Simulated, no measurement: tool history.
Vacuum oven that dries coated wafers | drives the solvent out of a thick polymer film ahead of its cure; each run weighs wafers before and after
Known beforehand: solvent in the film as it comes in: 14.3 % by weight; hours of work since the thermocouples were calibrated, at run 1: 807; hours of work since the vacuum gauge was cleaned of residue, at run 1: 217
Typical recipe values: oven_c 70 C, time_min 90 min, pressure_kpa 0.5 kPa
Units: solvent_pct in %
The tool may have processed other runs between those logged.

| run | hour | oven_c | time_min | pressure_kpa | hours of work since the thermocouples were calibrated | hours of work since the vacuum gauge was cleaned of residue | solvent_pct |
|---|---|---|---|---|---|---|---|
| 1 | 0 | 70 | 90 | 0.5 | 807 | 217 | 1.09 |
| 2 | 13 | 70 | 90 | 0.502 | 815 | 225 | 1.19 |
| 3 | 20.5 | 70 | 90 | 0.502 | 819 | 230 | 1.08 |
| 4 | 31 | 70 | 90 | 0.502 | 826 | 237 | 1.08 |
| 5 | 44.1 | 70 | 90 | 0.905 | 834 | 245 | 1.29 |
| 6 | 52.3 | 70 | 90 | 0.905 | 839 | 250 | 1.28 |
| 7 | 63.5 | 70 | 61 | 0.5 | 846 | 257 | 2.3 |
| 8 | 72.7 | 70 | 110 | 1.77 | 851 | 262 | 1.16 |
|  | 75.6 | oven's thermocouples calibrated |
| 9 | 84.9 | 70 | 110 | 1.77 | 6 | 269 | 1.34 |
| 10 | 97.7 | 75 | 81 | 1.291 | 14 | 276 | 0.99 |
| 11 | 110.9 | 75 | 81 | 0.276 | 22 | 285 | 0.75 |

The next listed run, before its measurement:
| 12 | 117.6 | 79 | 105 | 0.304 | 26 | 289 | ? |

Run 12 gave solvent_pct 0.16 %.
Take away the tool's hidden state, keep the run-to-run variation as it was, and the same run would have given solvent_pct 0.08 %.
